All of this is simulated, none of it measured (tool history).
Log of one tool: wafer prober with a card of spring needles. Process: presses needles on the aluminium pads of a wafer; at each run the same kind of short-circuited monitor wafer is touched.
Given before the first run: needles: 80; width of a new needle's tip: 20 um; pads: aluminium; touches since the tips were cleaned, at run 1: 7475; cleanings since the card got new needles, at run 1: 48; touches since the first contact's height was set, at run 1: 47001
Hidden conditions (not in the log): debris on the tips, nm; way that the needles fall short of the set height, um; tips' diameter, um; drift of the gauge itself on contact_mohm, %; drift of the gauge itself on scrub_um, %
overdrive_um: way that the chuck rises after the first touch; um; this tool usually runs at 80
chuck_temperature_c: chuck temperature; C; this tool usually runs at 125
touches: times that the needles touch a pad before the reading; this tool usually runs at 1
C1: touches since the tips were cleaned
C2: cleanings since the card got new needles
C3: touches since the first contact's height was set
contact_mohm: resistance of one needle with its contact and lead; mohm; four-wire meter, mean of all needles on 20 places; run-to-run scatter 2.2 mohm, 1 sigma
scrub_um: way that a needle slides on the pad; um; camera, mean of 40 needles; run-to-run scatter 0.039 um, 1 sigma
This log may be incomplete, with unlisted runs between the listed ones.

run 1 hour=0.0 | overdrive_um=80 chuck_temperature_c=125 touches=1 | C1=7475 C2=48 C3=47001 | contact_mohm=241 scrub_um=19.89
-- hour=2.6 tips cleaned on abrasive film
-- hour=16.4 tips cleaned on abrasive film
run 2 hour=26.5 | overdrive_um=80 chuck_temperature_c=125 touches=1 | C1=7112 C2=50 C3=65509 | contact_mohm=249 scrub_um=19.82
-- hour=29.7 tips cleaned on abrasive film
-- hour=43.2 tips cleaned on abrasive film
run 3 hour=49.4 | overdrive_um=80 chuck_temperature_c=125 touches=1 | C1=4335 C2=52 C3=81457 | contact_mohm=248 scrub_um=19.77
-- hour=57.3 tips cleaned on abrasive film
-- hour=70.2 tips cleaned on abrasive film
run 4 hour=78.4 | overdrive_um=80 chuck_temperature_c=125 touches=1 | C1=5783 C2=54 C3=101749 | contact_mohm=246 scrub_um=19.88
-- hour=83.0 tips cleaned on abrasive film
run 5 hour=92.1 | overdrive_um=80 chuck_temperature_c=44 touches=1 | C1=6425 C2=55 C3=111330 | contact_mohm=227 scrub_um=19.83
-- hour=96.0 tips cleaned on abrasive film
run 6 hour=105.7 | overdrive_um=80 chuck_temperature_c=44 touches=1 | C1=6808 C2=56 C3=120809 | contact_mohm=223 scrub_um=19.81
-- hour=109.3 tips cleaned on abrasive film
-- hour=124.1 tips cleaned on abrasive film
run 7 hour=125.1 | overdrive_um=66 chuck_temperature_c=125 touches=1 | C1=733 C2=58 C3=134347 | contact_mohm=249 scrub_um=16.33
-- hour=136.8 tips cleaned on abrasive film
run 8 hour=145.2 | overdrive_um=80 chuck_temperature_c=125 touches=1 | C1=5911 C2=59 C3=148425 | contact_mohm=245 scrub_um=19.78
-- hour=150.0 tips cleaned on abrasive film
-- hour=165.2 tips cleaned on abrasive film
run 9 hour=171.3 | overdrive_um=80 chuck_temperature_c=125 touches=1 | C1=4315 C2=61 C3=166656 | contact_mohm=249 scrub_um=19.79
-- hour=178.7 tips cleaned on abrasive film
run 10 hour=187.9 | overdrive_um=80 chuck_temperature_c=125 touches=1 | C1=6426 C2=62 C3=178242 | contact_mohm=246 scrub_um=19.78
-- hour=192.2 tips cleaned on abrasive film
-- hour=206.3 tips cleaned on abrasive film
run 11 hour=206.4 | overdrive_um=89 chuck_temperature_c=125 touches=1 | C1=63 C2=64 C3=191146 | contact_mohm=247 scrub_um=21.99
-- hour=220.1 tips cleaned on abrasive film
run 12 hour=227.7 | overdrive_um=89 chuck_temperature_c=41 touches=1 | C1=5342 C2=65 C3=206055 | contact_mohm=223 scrub_um=21.98
-- hour=233.2 tips cleaned on abrasive film
-- hour=243.5 height of the first contact set anew
-- hour=246.4 tips cleaned on abrasive film
run 13 hour=246.4 | overdrive_um=89 chuck_temperature_c=41 touches=1 | C1=0 C2=67 C3=1989 | contact_mohm=225 scrub_um=22.07
-- hour=260.0 tips cleaned on abrasive film
run 14 hour=262.0 | overdrive_um=80 chuck_temperature_c=45 touches=1 | C1=1371 C2=68 C3=12843 | contact_mohm=225 scrub_um=19.75
-- hour=275.0 tips cleaned on abrasive film
-- hour=287.7 tips cleaned on abrasive film
run 15 hour=288.1 | overdrive_um=80 chuck_temperature_c=45 touches=1 | C1=252 C2=70 C3=31082 | contact_mohm=225 scrub_um=19.68
-- hour=300.8 tips cleaned on abrasive film
run 16 hour=311.6 | overdrive_um=90 chuck_temperature_c=45 touches=1 | C1=7588 C2=71 C3=47547 | contact_mohm=226 scrub_um=22.25
-- hour=313.6 tips cleaned on abrasive film
-- hour=327.6 tips cleaned on abrasive film
run 17 hour=336.8 | overdrive_um=81 chuck_temperature_c=53 touches=3 | C1=6464 C2=73 C3=65178 | contact_mohm=223 scrub_um=19.97
-- hour=340.3 tips cleaned on abrasive film
-- hour=354.0 tips cleaned on abrasive film
run 18 hour=361.7 | overdrive_um=64 chuck_temperature_c=55 touches=2 | C1=5367 C2=75 C3=82521 | contact_mohm=228 scrub_um=15.78
-- hour=367.5 tips cleaned on abrasive film
-- hour=380.7 tips cleaned on abrasive film
run 19 hour=385.4 | overdrive_um=64 chuck_temperature_c=55 touches=2 | C1=3295 C2=77 C3=99066 | contact_mohm=231 scrub_um=15.70
-- hour=393.8 tips cleaned on abrasive film
-- hour=400.3 gauge calibrated
-- hour=406.5 tips cleaned on abrasive film
run 20 hour=408.5 | overdrive_um=64 chuck_temperature_c=55 touches=2 | C1=1471 C2=79 C3=115234 | contact_mohm=229 scrub_um=15.87
-- hour=420.2 tips cleaned on abrasive film
run 21 hour=431.4 | overdrive_um=84 chuck_temperature_c=38 touches=3 | C1=7913 C2=80 C3=131267 | contact_mohm=225 scrub_um=20.89
-- hour=434.0 tips cleaned on abrasive film
-- hour=447.8 tips cleaned on abrasive film
run 22 hour=448.4 | overdrive_um=84 chuck_temperature_c=38 touches=3 | C1=410 C2=82 C3=143065 | contact_mohm=222 scrub_um=20.88
-- hour=460.8 tips cleaned on abrasive film
run 23 hour=460.8 | overdrive_um=84 chuck_temperature_c=38 touches=3 | C1=0 C2=83 C3=151713 | contact_mohm=226 scrub_um=20.86
-- hour=474.6 tips cleaned on abrasive film
run 24 hour=479.9 | overdrive_um=63 chuck_temperature_c=42 touches=2 | C1=3727 C2=84 C3=165097 | contact_mohm=231 scrub_um=15.63
-- hour=487.6 tips cleaned on abrasive film
run 25 hour=497.6 | overdrive_um=80 chuck_temperature_c=122 touches=2 | C1=7028 C2=85 C3=177498 | contact_mohm=243 scrub_um=19.87
-- hour=502.3 tips cleaned on abrasive film
-- hour=515.5 tips cleaned on abrasive film
run 26 hour=515.5 | overdrive_um=91 chuck_temperature_c=98 touches=1 | C1=0 C2=87 C3=189967 | contact_mohm=236 scrub_um=22.53
-- hour=529.9 tips cleaned on abrasive film
run 27 hour=534.4 | overdrive_um=91 chuck_temperature_c=98 touches=1 | C1=3121 C2=88 C3=203170 | contact_mohm=237 scrub_um=22.54
-- hour=543.1 tips cleaned on abrasive film
run 28 hour=549.6 | overdrive_um=79 chuck_temperature_c=29 touches=2 | C1=4558 C2=89 C3=213825 | contact_mohm=224 scrub_um=19.52
-- hour=553.4 height of the first contact set anew
-- hour=556.6 tips cleaned on abrasive film
run 29 hour=562.9 | overdrive_um=80 chuck_temperature_c=125 touches=2 | C1=4441 C2=90 C3=6565 | contact_mohm=246 scrub_um=19.80
-- hour=570.3 tips cleaned on abrasive film
run 30 hour=581.7 | overdrive_um=66 chuck_temperature_c=125 touches=1 | C1=8053 C2=91 C3=19783 | contact_mohm=248 scrub_um=16.32

Here are 3 independent what-if runs from the current tool condition. What would each one return?
-- hour=584.0 tips cleaned on abrasive film
-- hour=598.9 tips cleaned on abrasive film
run A hour=606.7 | overdrive_um=91 chuck_temperature_c=99 touches=3 | C1=5498 C2=93 C3=37221 | contact_mohm=? scrub_um=?
-- hour=584.0 tips cleaned on abrasive film
-- hour=598.9 tips cleaned on abrasive film
run B hour=606.7 | overdrive_um=68 chuck_temperature_c=125 touches=1 | C1=5498 C2=93 C3=37221 | contact_mohm=? scrub_um=?
-- hour=584.0 tips cleaned on abrasive film
-- hour=598.9 tips cleaned on abrasive film
run C hour=606.7 | overdrive_um=66 chuck_temperature_c=125 touches=1 | C1=5498 C2=93 C3=37221 | contact_mohm=? scrub_um=?

run=A contact_mohm=238 scrub_um=22.50
run=B contact_mohm=250 scrub_um=16.75
run=C contact_mohm=244 scrub_um=16.36
Had the tool no hidden state, the same runs would have come out as:
run=A contact_mohm=238 scrub_um=22.62
run=B contact_mohm=249 scrub_um=16.84
run=C contact_mohm=243 scrub_um=16.45

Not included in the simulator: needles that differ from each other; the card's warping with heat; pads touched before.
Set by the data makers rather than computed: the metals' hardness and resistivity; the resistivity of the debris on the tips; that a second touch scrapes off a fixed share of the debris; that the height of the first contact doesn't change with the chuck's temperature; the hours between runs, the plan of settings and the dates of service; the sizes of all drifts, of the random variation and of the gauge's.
